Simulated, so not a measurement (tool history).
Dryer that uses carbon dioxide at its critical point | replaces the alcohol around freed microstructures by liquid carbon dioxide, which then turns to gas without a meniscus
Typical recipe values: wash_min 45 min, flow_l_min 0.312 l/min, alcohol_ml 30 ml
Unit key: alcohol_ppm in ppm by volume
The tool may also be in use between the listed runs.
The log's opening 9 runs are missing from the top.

{"run": 10, "day": 6.067, "wash_min": 45, "flow_l_min": 0.312, "alcohol_ml": 30, "alcohol_ppm": 184}
{"run": 11, "day": 6.971, "wash_min": 45, "flow_l_min": 0.312, "alcohol_ml": 30, "alcohol_ppm": 198}
{"run": 12, "day": 7.821, "wash_min": 45, "flow_l_min": 0.312, "alcohol_ml": 30, "alcohol_ppm": 196}
{"run": 13, "day": 8.65, "wash_min": 45, "flow_l_min": 0.312, "alcohol_ml": 30, "alcohol_ppm": 194}
{"run": 14, "day": 9.096, "wash_min": 45, "flow_l_min": 0.368, "alcohol_ml": 30, "alcohol_ppm": 168}
{"run": 15, "day": 9.996, "wash_min": 45, "flow_l_min": 0.368, "alcohol_ml": 30, "alcohol_ppm": 170}
{"run": 16, "day": 10.842, "wash_min": 47, "flow_l_min": 0.235, "alcohol_ml": 54, "alcohol_ppm": 494}
{"run": 17, "day": 11.225, "wash_min": 47, "flow_l_min": 0.286, "alcohol_ml": 54, "alcohol_ppm": 280}
{"run": 18, "day": 12.025, "wash_min": 65, "flow_l_min": 0.241, "alcohol_ml": 30, "alcohol_ppm": 191}
{"run": 19, "day": 12.779, "wash_min": 65, "flow_l_min": 0.264, "alcohol_ml": 95, "alcohol_ppm": 211}
{"run": 20, "day": 13.35, "wash_min": 65, "flow_l_min": 0.408, "alcohol_ml": 95, "alcohol_ppm": 158}
{"run": 21, "day": 14.208, "wash_min": 45, "flow_l_min": 0.362, "alcohol_ml": 67, "alcohol_ppm": 211}
{"run": 22, "day": 14.642, "wash_min": 45, "flow_l_min": 0.192, "alcohol_ml": 28, "alcohol_ppm": 652}
{"run": 23, "day": 15.196, "wash_min": 45, "flow_l_min": 0.192, "alcohol_ml": 28, "alcohol_ppm": 670}
{"run": 24, "day": 15.675, "wash_min": 45, "flow_l_min": 0.192, "alcohol_ml": 28, "alcohol_ppm": 665}
{"run": 25, "day": 16.146, "wash_min": 45, "flow_l_min": 0.192, "alcohol_ml": 28, "alcohol_ppm": 682}
{"run": 26, "day": 16.588, "wash_min": 48, "flow_l_min": 0.269, "alcohol_ml": 47, "alcohol_ppm": 345}
{"run": 27, "day": 17.308, "wash_min": 48, "flow_l_min": 0.269, "alcohol_ml": 47, "alcohol_ppm": 337}
{"run": 28, "day": 18.246, "wash_min": 44, "flow_l_min": 0.315, "alcohol_ml": 22, "alcohol_ppm": 216}
{"run": 29, "day": 18.95, "wash_min": 43, "flow_l_min": 0.361, "alcohol_ml": 22, "alcohol_ppm": 207}
{"run": 30, "day": 19.85, "wash_min": 43, "flow_l_min": 0.361, "alcohol_ml": 22, "alcohol_ppm": 215}

3 ways to go on from here, each from the tool as it stands after run 30. What would each give?
{"run": "A", "day": 20.521, "wash_min": 65, "flow_l_min": 0.317, "alcohol_ml": 47, "alcohol_ppm": "?"}
{"run": "B", "day": 20.521, "wash_min": 59, "flow_l_min": 0.361, "alcohol_ml": 22, "alcohol_ppm": "?"}
{"run": "C", "day": 20.521, "wash_min": 43, "flow_l_min": 0.361, "alcohol_ml": 57, "alcohol_ppm": "?"}

run=A alcohol_ppm=202
run=B alcohol_ppm=194
run=C alcohol_ppm=259
Stripped of hidden state, with their random variation kept, the same runs would have yielded:
run=A alcohol_ppm=18
run=B alcohol_ppm=14
run=C alcohol_ppm=46

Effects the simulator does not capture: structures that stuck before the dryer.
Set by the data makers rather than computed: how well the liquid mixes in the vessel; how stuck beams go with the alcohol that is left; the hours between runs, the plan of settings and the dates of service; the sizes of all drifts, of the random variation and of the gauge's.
